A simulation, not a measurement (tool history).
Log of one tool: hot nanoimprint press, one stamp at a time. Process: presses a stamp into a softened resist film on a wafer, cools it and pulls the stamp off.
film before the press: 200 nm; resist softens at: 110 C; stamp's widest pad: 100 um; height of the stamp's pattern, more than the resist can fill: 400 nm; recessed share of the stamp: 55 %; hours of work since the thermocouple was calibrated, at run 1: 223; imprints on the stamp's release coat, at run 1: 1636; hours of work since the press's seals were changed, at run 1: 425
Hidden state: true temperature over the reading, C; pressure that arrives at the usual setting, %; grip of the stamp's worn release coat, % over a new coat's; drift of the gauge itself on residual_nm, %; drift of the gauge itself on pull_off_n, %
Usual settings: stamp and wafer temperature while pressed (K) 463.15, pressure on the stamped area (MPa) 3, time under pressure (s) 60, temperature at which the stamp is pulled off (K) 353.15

run,hour,stamp and wafer temperature while pressed (K),pressure on the stamped area (MPa),time under pressure (s),temperature at which the stamp is pulled off (K),hours of work since the thermocouple was calibrated,imprints on the stamp's release coat,hours of work since the press's seals were changed,resist left under the stamp's widest pad (Å),greatest force while the stamp is pulled off (N)
1,0,463.15,3,60,353.15,223,1636,425,1005,192
2,61.3,463.15,3,60,353.15,266,1952,468,1004,217
# hour 76.2: stamp cleaned and given a new release coat
# hour 146.3: press's hydraulic seals changed and the load cell set to zero
3,153.5,463.15,3,60,353.15,321,357,5,1000,142
4,200.1,463.15,3,60,353.15,354,597,38,1010,149
5,282.1,463.15,3,60,353.15,412,1021,96,1014,172
6,334.9,463.15,3,114,353.15,449,1293,133,787,183
# hour 345.7: plate thermocouple calibrated
7,415.9,463.15,3,60,353.15,49,1695,188,966,200
8,461.2,463.15,3,60,353.15,81,1929,219,1009,218
# hour 476.8: stamp cleaned and given a new release coat
9,516.8,463.15,3,60,353.15,116,207,254,992,129
10,571.6,463.15,3,60,353.15,155,489,293,990,146
11,629.6,463.15,3,60,353.15,195,789,334,993,158
12,666.1,471.15,2.19,93,359.15,221,977,359,708,151
13,726.4,471.15,2.19,93,359.15,264,1288,402,700,170
14,790.5,471.15,2.19,93,359.15,309,1618,447,719,186

The next listed run, before its measurement:
15,853.6,463.15,2.46,60,359.15,353,1944,491,?,?

resist left under the stamp's widest pad (Å): 1096
greatest force while the stamp is pulled off (N): 202
Without the tool's hidden state the same run would have given resist left under the stamp's widest pad (Å) 1057, greatest force while the stamp is pulled off (N) 116.

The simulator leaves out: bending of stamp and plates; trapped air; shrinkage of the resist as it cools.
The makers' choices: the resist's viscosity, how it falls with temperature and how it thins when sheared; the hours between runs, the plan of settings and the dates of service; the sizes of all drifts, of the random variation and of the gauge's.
